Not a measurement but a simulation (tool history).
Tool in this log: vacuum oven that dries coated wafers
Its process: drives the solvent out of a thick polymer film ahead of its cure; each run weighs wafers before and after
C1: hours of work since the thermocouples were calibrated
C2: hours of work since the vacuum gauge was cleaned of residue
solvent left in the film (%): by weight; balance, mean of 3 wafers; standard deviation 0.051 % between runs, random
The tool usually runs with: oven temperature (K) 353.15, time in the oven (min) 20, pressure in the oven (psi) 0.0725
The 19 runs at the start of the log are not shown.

run 20 hour=565.7 | oven_temperature_(K)=348.15 time_in_the_oven_(min)=32 pressure_in_the_oven_(psi)=0.0725 | C1=641 C2=1313 | solvent_left_in_the_film_(%)=3.03
run 21 hour=607.5 | oven_temperature_(K)=360.15 time_in_the_oven_(min)=18 pressure_in_the_oven_(psi)=0.0730 | C1=666 C2=1339 | solvent_left_in_the_film_(%)=1.58
run 22 hour=643.1 | oven_temperature_(K)=348.15 time_in_the_oven_(min)=35 pressure_in_the_oven_(psi)=0.0532 | C1=688 C2=1360 | solvent_left_in_the_film_(%)=2.62
run 23 hour=672.8 | oven_temperature_(K)=345.15 time_in_the_oven_(min)=26 pressure_in_the_oven_(psi)=0.0725 | C1=706 C2=1378 | solvent_left_in_the_film_(%)=5.28
-- hour=676.6 oven's thermocouples calibrated
run 24 hour=700.9 | oven_temperature_(K)=345.15 time_in_the_oven_(min)=26 pressure_in_the_oven_(psi)=0.0725 | C1=15 C2=1394 | solvent_left_in_the_film_(%)=5.02
run 25 hour=730.6 | oven_temperature_(K)=341.15 time_in_the_oven_(min)=20 pressure_in_the_oven_(psi)=0.0725 | C1=33 C2=1412 | solvent_left_in_the_film_(%)=8.13
run 26 hour=765.6 | oven_temperature_(K)=341.15 time_in_the_oven_(min)=20 pressure_in_the_oven_(psi)=0.0725 | C1=54 C2=1433 | solvent_left_in_the_film_(%)=8.24
run 27 hour=790.8 | oven_temperature_(K)=356.15 time_in_the_oven_(min)=20 pressure_in_the_oven_(psi)=0.0725 | C1=69 C2=1448 | solvent_left_in_the_film_(%)=1.98
run 28 hour=828.7 | oven_temperature_(K)=356.15 time_in_the_oven_(min)=20 pressure_in_the_oven_(psi)=0.0725 | C1=92 C2=1471 | solvent_left_in_the_film_(%)=2.09
run 29 hour=849.6 | oven_temperature_(K)=353.15 time_in_the_oven_(min)=20 pressure_in_the_oven_(psi)=0.1749 | C1=105 C2=1484 | solvent_left_in_the_film_(%)=3.69
-- hour=864.0 oven's thermocouples calibrated, once more
run 30 hour=890.6 | oven_temperature_(K)=367.15 time_in_the_oven_(min)=20 pressure_in_the_oven_(psi)=0.0725 | C1=16 C2=1508 | solvent_left_in_the_film_(%)=0.68
run 31 hour=924.4 | oven_temperature_(K)=359.15 time_in_the_oven_(min)=33 pressure_in_the_oven_(psi)=0.1659 | C1=37 C2=1528 | solvent_left_in_the_film_(%)=1.45
run 32 hour=959.2 | oven_temperature_(K)=365.15 time_in_the_oven_(min)=33 pressure_in_the_oven_(psi)=0.1659 | C1=58 C2=1549 | solvent_left_in_the_film_(%)=1.11
-- hour=982.8 vacuum gauge cleaned of residue and calibrated
run 33 hour=996.6 | oven_temperature_(K)=353.15 time_in_the_oven_(min)=20 pressure_in_the_oven_(psi)=0.0495 | C1=79 C2=8 | solvent_left_in_the_film_(%)=3.40

Forecast each of these 3 alternatives for the next run:
run A hour=1015.0 | oven_temperature_(K)=342.15 time_in_the_oven_(min)=35 pressure_in_the_oven_(psi)=0.0770 | C1=91 C2=20 | solvent_left_in_the_film_(%)=?
run B hour=1015.0 | oven_temperature_(K)=353.15 time_in_the_oven_(min)=34 pressure_in_the_oven_(psi)=0.0495 | C1=91 C2=20 | solvent_left_in_the_film_(%)=?
run C hour=1015.0 | oven_temperature_(K)=362.15 time_in_the_oven_(min)=13 pressure_in_the_oven_(psi)=0.0560 | C1=91 C2=20 | solvent_left_in_the_film_(%)=?

run=A solvent_left_in_the_film_(%)=5.58
run=B solvent_left_in_the_film_(%)=1.37
run=C solvent_left_in_the_film_(%)=2.18
With no hidden state in the tool, these same runs would have given:
run=A solvent_left_in_the_film_(%)=5.38
run=B solvent_left_in_the_film_(%)=1.27
run=C solvent_left_in_the_film_(%)=2.06
